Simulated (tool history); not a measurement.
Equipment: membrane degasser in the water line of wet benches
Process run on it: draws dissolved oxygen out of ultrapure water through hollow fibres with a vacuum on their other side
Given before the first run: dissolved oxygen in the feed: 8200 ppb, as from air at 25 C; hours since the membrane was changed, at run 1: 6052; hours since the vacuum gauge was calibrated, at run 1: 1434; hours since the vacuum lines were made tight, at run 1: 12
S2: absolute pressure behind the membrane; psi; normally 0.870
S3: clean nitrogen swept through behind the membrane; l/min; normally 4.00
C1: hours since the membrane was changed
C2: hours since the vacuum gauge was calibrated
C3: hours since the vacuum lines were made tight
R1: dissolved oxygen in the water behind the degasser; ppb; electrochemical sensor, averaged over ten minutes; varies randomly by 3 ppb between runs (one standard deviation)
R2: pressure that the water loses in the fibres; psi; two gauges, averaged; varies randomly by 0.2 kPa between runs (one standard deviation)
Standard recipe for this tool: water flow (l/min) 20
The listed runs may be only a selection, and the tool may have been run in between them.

{"run": 1, "hour": 0.0, "water flow (l/min)": 20, "S2": 0.87, "S3": 4.0, "C1": 6052, "C2": 1434, "C3": 12, "R1": 311.0, "R2": 7.757}
{"run": 2, "hour": 142.9, "water flow (l/min)": 20, "S2": 0.87, "S3": 4.0, "C1": 6195, "C2": 1577, "C3": 154, "R1": 311.8, "R2": 7.775}
{"run": 3, "hour": 259.3, "water flow (l/min)": 20, "S2": 0.87, "S3": 4.0, "C1": 6311, "C2": 1694, "C3": 271, "R1": 313.6, "R2": 7.796}
{"run": 4, "hour": 335.6, "water flow (l/min)": 20, "S2": 0.87, "S3": 4.0, "C1": 6387, "C2": 1770, "C3": 347, "R1": 312.2, "R2": 7.818}
{"run": 5, "hour": 422.8, "water flow (l/min)": 20, "S2": 0.87, "S3": 4.0, "C1": 6474, "C2": 1857, "C3": 434, "R1": 317.5, "R2": 7.79}
{"run": 6, "hour": 541.4, "water flow (l/min)": 20, "S2": 0.87, "S3": 4.0, "C1": 6593, "C2": 1976, "C3": 553, "R1": 312.6, "R2": 7.844}
{"run": 7, "hour": 652.9, "water flow (l/min)": 20, "S2": 0.87, "S3": 4.0, "C1": 6705, "C2": 2087, "C3": 664, "R1": 313.4, "R2": 7.767}
{"run": 8, "hour": 791.1, "water flow (l/min)": 20, "S2": 0.87, "S3": 4.0, "C1": 6843, "C2": 2226, "C3": 803, "R1": 318.4, "R2": 7.752}
{"run": 9, "hour": 882.7, "water flow (l/min)": 20, "S2": 0.87, "S3": 4.0, "C1": 6934, "C2": 2317, "C3": 894, "R1": 315.8, "R2": 7.836}
{"run": 10, "hour": 946.7, "water flow (l/min)": 20, "S2": 1.414, "S3": 4.0, "C1": 6998, "C2": 2381, "C3": 958, "R1": 353.2, "R2": 7.829}
{"run": 11, "hour": 1025.1, "water flow (l/min)": 25, "S2": 0.87, "S3": 4.0, "C1": 7077, "C2": 2460, "C3": 1037, "R1": 463.9, "R2": 9.732}
{"run": 12, "hour": 1125.3, "water flow (l/min)": 22, "S2": 0.87, "S3": 4.0, "C1": 7177, "C2": 2560, "C3": 1137, "R1": 367.1, "R2": 8.585}
{"run": 13, "hour": 1241.5, "water flow (l/min)": 22, "S2": 0.87, "S3": 4.0, "C1": 7293, "C2": 2676, "C3": 1253, "R1": 376.7, "R2": 8.604}
{"run": 14, "hour": 1338.4, "water flow (l/min)": 22, "S2": 0.87, "S3": 4.63, "C1": 7390, "C2": 2773, "C3": 1350, "R1": 375.0, "R2": 8.614}
{"run": 15, "hour": 1484.7, "water flow (l/min)": 13, "S2": 1.244, "S3": 5.14, "C1": 7536, "C2": 2919, "C3": 1496, "R1": 144.3, "R2": 5.063}
{"run": 16, "hour": 1569.1, "water flow (l/min)": 18, "S2": 0.625, "S3": 8.09, "C1": 7621, "C2": 3004, "C3": 1581, "R1": 237.6, "R2": 7.058}
{"run": 17, "hour": 1658.6, "water flow (l/min)": 30, "S2": 1.334, "S3": 4.19, "C1": 7710, "C2": 3093, "C3": 1670, "R1": 671.8, "R2": 11.758}
{"run": 18, "hour": 1754.2, "water flow (l/min)": 28, "S2": 1.137, "S3": 10.93, "C1": 7806, "C2": 3189, "C3": 1766, "R1": 543.6, "R2": 10.969}
{"run": 19, "hour": 1882.3, "water flow (l/min)": 28, "S2": 1.137, "S3": 10.93, "C1": 7934, "C2": 3317, "C3": 1894, "R1": 538.2, "R2": 10.995}
{"run": 20, "hour": 1960.3, "water flow (l/min)": 25, "S2": 0.703, "S3": 11.17, "C1": 8012, "C2": 3395, "C3": 1972, "R1": 445.5, "R2": 9.809}
{"run": 21, "hour": 2050.4, "water flow (l/min)": 16, "S2": 0.795, "S3": 11.39, "C1": 8102, "C2": 3485, "C3": 2062, "R1": 187.9, "R2": 6.313}
{"run": 22, "hour": 2133.4, "water flow (l/min)": 30, "S2": 1.286, "S3": 3.82, "C1": 8185, "C2": 3568, "C3": 2145, "R1": 667.2, "R2": 11.719}
{"hour": 2196.2, "done": "vacuum gauge calibrated"}
{"run": 23, "hour": 2270.7, "water flow (l/min)": 19, "S2": 1.374, "S3": 11.17, "C1": 8322, "C2": 75, "C3": 2282, "R1": 283.1, "R2": 7.438}
{"run": 24, "hour": 2342.5, "water flow (l/min)": 19, "S2": 1.374, "S3": 11.17, "C1": 8394, "C2": 146, "C3": 2354, "R1": 282.0, "R2": 7.478}
{"run": 25, "hour": 2429.9, "water flow (l/min)": 13, "S2": 1.7, "S3": 3.7, "C1": 8481, "C2": 234, "C3": 2441, "R1": 186.0, "R2": 5.042}
{"run": 26, "hour": 2568.4, "water flow (l/min)": 23, "S2": 1.922, "S3": 4.0, "C1": 8620, "C2": 372, "C3": 2579, "R1": 507.8, "R2": 9.017}
{"run": 27, "hour": 2632.0, "water flow (l/min)": 27, "S2": 1.111, "S3": 4.41, "C1": 8683, "C2": 436, "C3": 2643, "R1": 542.5, "R2": 10.576}

Hidden state at the last listed run before each entry between runs and at the first one after, where it differs:
Run 22 -> run 23: vacuum gauge calibrated (hour 2196.2)
  membrane still open, %: 97.5 -> 97.4; true pressure behind the membrane over the reading, kPa: 0.17 -> -0.03; air that leaks in behind the membrane, l/min: 0.0076 -> 0.0079
  measured minus no-state result, R1: +40.6 -> +22.5 ppb; R2: +0.297 -> +0.191 psi

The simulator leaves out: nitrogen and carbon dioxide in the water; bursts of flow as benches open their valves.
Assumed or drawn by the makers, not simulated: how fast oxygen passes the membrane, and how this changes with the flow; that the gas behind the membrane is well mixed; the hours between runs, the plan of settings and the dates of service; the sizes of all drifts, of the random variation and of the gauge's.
